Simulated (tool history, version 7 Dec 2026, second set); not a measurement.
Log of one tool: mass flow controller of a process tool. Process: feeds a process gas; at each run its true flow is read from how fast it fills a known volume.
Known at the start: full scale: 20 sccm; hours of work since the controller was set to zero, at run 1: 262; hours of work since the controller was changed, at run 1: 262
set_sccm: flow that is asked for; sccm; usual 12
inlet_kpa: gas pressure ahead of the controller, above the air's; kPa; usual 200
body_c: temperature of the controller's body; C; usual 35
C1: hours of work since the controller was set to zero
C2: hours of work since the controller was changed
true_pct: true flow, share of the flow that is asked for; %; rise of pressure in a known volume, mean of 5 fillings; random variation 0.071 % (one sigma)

run 1 hour=0 | set_sccm=12 inlet_kpa=200 body_c=35 | C1=262 C2=262 | true_pct=99.58
run 2 hour=96.6 | set_sccm=12 inlet_kpa=200 body_c=35 | C1=329 C2=329 | true_pct=99.48
run 3 hour=161.9 | set_sccm=12 inlet_kpa=274 body_c=35 | C1=374 C2=374 | true_pct=100
run 4 hour=261.7 | set_sccm=12 inlet_kpa=274 body_c=35 | C1=443 C2=443 | true_pct=99.89
run 5 hour=369.7 | set_sccm=12 inlet_kpa=188 body_c=35 | C1=517 C2=517 | true_pct=99.46
-- hour=380.7 controller's zero set anew
run 6 hour=463.2 | set_sccm=12 inlet_kpa=200 body_c=35 | C1=57 C2=582 | true_pct=99.66
run 7 hour=521.3 | set_sccm=12 inlet_kpa=200 body_c=28 | C1=97 C2=622 | true_pct=99.22
run 8 hour=627.2 | set_sccm=12 inlet_kpa=275 body_c=35 | C1=170 C2=695 | true_pct=99.97
run 9 hour=720.5 | set_sccm=12 inlet_kpa=275 body_c=35 | C1=235 C2=760 | true_pct=99.87
run 10 hour=834.5 | set_sccm=12 inlet_kpa=275 body_c=35 | C1=314 C2=839 | true_pct=99.99
run 11 hour=933.8 | set_sccm=10 inlet_kpa=275 body_c=26 | C1=383 C2=907 | true_pct=99.13
-- hour=976.3 controller's zero set anew, once more
run 12 hour=997.7 | set_sccm=10 inlet_kpa=275 body_c=26 | C1=15 C2=951 | true_pct=98.91
run 13 hour=1092.2 | set_sccm=2 inlet_kpa=242 body_c=20 | C1=80 C2=1017 | true_pct=97.99
run 14 hour=1188.2 | set_sccm=2 inlet_kpa=242 body_c=20 | C1=147 C2=1083 | true_pct=98.14
run 15 hour=1263.3 | set_sccm=8 inlet_kpa=144 body_c=33 | C1=198 C2=1135 | true_pct=98.59
run 16 hour=1316.5 | set_sccm=8 inlet_kpa=144 body_c=33 | C1=235 C2=1172 | true_pct=98.63
run 17 hour=1436.1 | set_sccm=8 inlet_kpa=144 body_c=33 | C1=318 C2=1255 | true_pct=98.63
run 18 hour=1533.3 | set_sccm=8 inlet_kpa=144 body_c=33 | C1=385 C2=1322 | true_pct=98.51
run 19 hour=1624.3 | set_sccm=4 inlet_kpa=144 body_c=34 | C1=448 C2=1385 | true_pct=98.52

The same runs without the tool's hidden state, with the same run-to-run variation:
The hidden state here: flow at rest that the sensor doesn't see, % of full scale; true flow over the shown one, %; drift of the gauge itself on true_pct, %.
run=1 true_pct=99.56
run=2 true_pct=99.47
run=3 true_pct=99.99
run=4 true_pct=99.88
run=5 true_pct=99.46
run=6 true_pct=99.59
run=7 true_pct=99.16
run=8 true_pct=99.92
run=9 true_pct=99.83
run=10 true_pct=99.96
run=11 true_pct=99.05
run=12 true_pct=99.03
run=13 true_pct=97.51
run=14 true_pct=97.6
run=15 true_pct=98.68
run=16 true_pct=98.72
run=17 true_pct=98.73
run=18 true_pct=98.61
run=19 true_pct=98.33
